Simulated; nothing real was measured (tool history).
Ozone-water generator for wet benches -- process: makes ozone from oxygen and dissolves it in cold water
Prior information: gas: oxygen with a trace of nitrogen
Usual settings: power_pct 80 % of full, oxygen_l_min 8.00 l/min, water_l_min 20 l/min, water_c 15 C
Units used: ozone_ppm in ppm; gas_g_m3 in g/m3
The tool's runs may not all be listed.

run	day	power_pct	oxygen_l_min	water_l_min	water_c	ozone_ppm	gas_g_m3
1	0.000	80	8.00	20	15	31.1	210.2
2	5.142	80	8.00	27	15	25.4	208.7
3	7.867	97	8.00	20	15	34.6	238.1
4	10.929	97	8.00	20	15	35.0	234.8
5	14.742	80	4.84	20	15	31.3	275.8
6	18.500	80	4.84	20	12	32.4	275.9
7	21.908	80	4.84	20	12	32.5	273.6
8	25.767	80	4.84	20	12	32.8	277.0
9	31.317	80	4.84	20	12	32.7	273.1
10	34.346	80	4.84	20	12	32.3	273.2
11	38.204	80	4.84	20	12	32.8	275.3
12	42.146	68	4.84	13	21	34.6	248.7
13	44.979	68	4.84	13	21	34.2	249.9
# day 48.942: contactor cleaned
14	50.267	68	4.84	13	21	34.5	250.2
15	52.738	68	4.84	13	21	34.2	250.0
16	55.450	80	8.00	20	13	32.6	210.4
17	59.588	56	5.04	13	12	35.7	218.1

What will run 18 give?
18	64.258	55	4.49	28	18	?	?

ozone_ppm: 18.5 ppm
gas_g_m3: 228.8 g/m3
Had the tool carried no hidden state, the very same run would have given ozone_ppm 18.6 ppm, gas_g_m3 229.1 g/m3.
